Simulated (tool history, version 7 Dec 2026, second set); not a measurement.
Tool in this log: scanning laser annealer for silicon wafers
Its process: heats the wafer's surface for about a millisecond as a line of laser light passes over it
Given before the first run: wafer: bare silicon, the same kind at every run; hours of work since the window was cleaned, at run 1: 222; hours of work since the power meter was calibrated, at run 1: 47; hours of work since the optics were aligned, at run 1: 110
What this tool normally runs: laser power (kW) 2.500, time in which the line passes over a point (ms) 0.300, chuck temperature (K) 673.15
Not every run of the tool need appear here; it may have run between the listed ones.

| run | day | laser power (kW) | time in which the line passes over a point (ms) | chuck temperature (K) | hours of work since the window was cleaned | hours of work since the power meter was calibrated | hours of work since the optics were aligned | highest temperature of the surface (K) |
|---|---|---|---|---|---|---|---|---|
| 1 | 0.000 | 2.500 | 0.300 | 673.15 | 222 | 47 | 110 | 1398.15 |
| 2 | 0.346 | 2.500 | 0.300 | 703.15 | 226 | 51 | 114 | 1427.15 |
| 3 | 0.771 | 2.500 | 0.300 | 703.15 | 230 | 55 | 118 | 1428.15 |
| 4 | 1.142 | 2.500 | 0.300 | 703.15 | 234 | 59 | 122 | 1429.15 |
| 5 | 1.417 | 2.500 | 0.300 | 703.15 | 237 | 62 | 125 | 1426.15 |
| 6 | 1.754 | 2.500 | 0.300 | 703.15 | 240 | 65 | 128 | 1426.15 |
| 7 | 2.204 | 2.500 | 0.334 | 694.15 | 245 | 70 | 133 | 1456.15 |
| 8 | 2.425 | 2.129 | 0.334 | 648.15 | 247 | 72 | 135 | 1285.15 |
| 9 | 2.854 | 2.129 | 0.334 | 648.15 | 252 | 77 | 140 | 1286.15 |

Run 10 has not been measured yet. What should we expect?
| 10 | 3.117 | 2.500 | 0.278 | 637.15 | 254 | 79 | 142 | ? |

{"run 10": {"highest temperature of the surface (K)": 1339.15}}
Were there no unlogged condition in the tool, this run, its random variation unchanged, would have produced highest temperature of the surface (K) 1339.15.
